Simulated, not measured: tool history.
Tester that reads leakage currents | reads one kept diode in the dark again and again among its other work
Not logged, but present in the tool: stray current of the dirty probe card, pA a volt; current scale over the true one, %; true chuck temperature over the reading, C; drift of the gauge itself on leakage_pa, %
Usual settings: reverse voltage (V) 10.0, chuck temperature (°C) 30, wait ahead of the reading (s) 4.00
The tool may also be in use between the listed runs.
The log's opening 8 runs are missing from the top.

run,hour,reverse voltage (V),chuck temperature (°C),wait ahead of the reading (s),hours of work since the probe card was cleaned,hours of work since the tester was calibrated,hours of work since the chuck was calibrated,current that the tester gives (pA)
9,808.1,10.0,30,4.00,1055,3546,483,332.50
10,915.6,10.0,21,4.00,1115,3605,542,158.77
11,979.7,10.0,59,4.00,1150,3641,578,2797.76
# hour 1026.0: chuck's temperature calibrated
12,1089.0,10.0,59,4.00,1209,3700,35,2914.18
13,1202.0,10.0,30,4.00,1272,3762,97,345.19
14,1286.5,10.0,30,4.00,1318,3809,144,344.47
15,1354.0,10.0,30,6.63,1356,3846,181,344.25
16,1422.3,10.0,30,6.63,1393,3884,219,341.82
17,1548.0,10.0,30,4.00,1463,3953,288,342.13
18,1617.2,8.8,30,4.00,1501,3991,326,314.85
19,1685.0,8.8,30,4.00,1538,4029,364,314.83
20,1821.2,8.8,30,4.00,1613,4104,439,312.87
# hour 1836.8: probe card cleaned and baked
21,1967.6,1.3,30,0.94,72,4183,518,99.25
# hour 2109.1: chuck's temperature calibrated
22,2109.1,1.3,30,0.94,149,4260,0,101.25
23,2184.1,1.9,42,3.01,190,4301,41,320.42

For run 24, what comes out?
24,2300.8,1.9,42,3.01,255,4366,106,?

Run 24 produced current that the tester gives (pA) 318.39.
With no hidden state in the tool, this same run would have given current that the tester gives (pA) 319.51.

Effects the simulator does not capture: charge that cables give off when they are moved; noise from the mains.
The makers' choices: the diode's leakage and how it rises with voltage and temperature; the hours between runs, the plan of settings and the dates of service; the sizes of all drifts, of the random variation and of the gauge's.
